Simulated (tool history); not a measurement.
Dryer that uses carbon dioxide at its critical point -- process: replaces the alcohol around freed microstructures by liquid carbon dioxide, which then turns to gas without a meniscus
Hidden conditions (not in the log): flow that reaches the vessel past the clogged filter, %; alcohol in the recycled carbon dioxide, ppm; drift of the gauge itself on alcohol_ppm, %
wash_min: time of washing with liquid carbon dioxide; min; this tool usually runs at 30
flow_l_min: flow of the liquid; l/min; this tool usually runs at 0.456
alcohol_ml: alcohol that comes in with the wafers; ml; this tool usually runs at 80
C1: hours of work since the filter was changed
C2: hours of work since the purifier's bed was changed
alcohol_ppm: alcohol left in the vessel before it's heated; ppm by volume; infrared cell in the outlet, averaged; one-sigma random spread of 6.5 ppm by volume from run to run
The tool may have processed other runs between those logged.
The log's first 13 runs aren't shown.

run 14 day=4.333 | wash_min=30 flow_l_min=0.37 alcohol_ml=80 | C1=193 C2=235 | alcohol_ppm=946
run 15 day=4.746 | wash_min=30 flow_l_min=0.37 alcohol_ml=80 | C1=198 C2=240 | alcohol_ppm=964
run 16 day=5.225 | wash_min=30 flow_l_min=0.37 alcohol_ml=80 | C1=204 C2=246 | alcohol_ppm=958
run 17 day=5.617 | wash_min=30 flow_l_min=0.456 alcohol_ml=80 | C1=208 C2=250 | alcohol_ppm=431
run 18 day=5.954 | wash_min=30 flow_l_min=0.456 alcohol_ml=80 | C1=212 C2=254 | alcohol_ppm=437
run 19 day=6.333 | wash_min=30 flow_l_min=0.656 alcohol_ml=80 | C1=217 C2=258 | alcohol_ppm=77
run 20 day=6.654 | wash_min=30 flow_l_min=0.656 alcohol_ml=80 | C1=220 C2=262 | alcohol_ppm=98
run 21 day=7.112 | wash_min=30 flow_l_min=0.656 alcohol_ml=80 | C1=226 C2=267 | alcohol_ppm=82
run 22 day=7.333 | wash_min=26 flow_l_min=0.656 alcohol_ml=80 | C1=228 C2=270 | alcohol_ppm=167
run 23 day=7.571 | wash_min=22 flow_l_min=0.656 alcohol_ml=114 | C1=231 C2=273 | alcohol_ppm=505
run 24 day=7.862 | wash_min=22 flow_l_min=0.656 alcohol_ml=114 | C1=234 C2=276 | alcohol_ppm=515
run 25 day=8.308 | wash_min=22 flow_l_min=0.656 alcohol_ml=114 | C1=239 C2=281 | alcohol_ppm=509
run 26 day=8.538 | wash_min=22 flow_l_min=0.656 alcohol_ml=114 | C1=242 C2=284 | alcohol_ppm=522
run 27 day=8.858 | wash_min=22 flow_l_min=0.444 alcohol_ml=114 | C1=246 C2=288 | alcohol_ppm=2298
run 28 day=9.133 | wash_min=37 flow_l_min=0.305 alcohol_ml=80 | C1=249 C2=291 | alcohol_ppm=954

Run 29 comes next. What will it give?
run 29 day=9.471 | wash_min=23 flow_l_min=0.456 alcohol_ml=23 | C1=253 C2=295 | alcohol_ppm=?

alcohol_ppm: 384 ppm by volume
Without the tool's hidden state the same run would have given alcohol_ppm 249 ppm by volume.
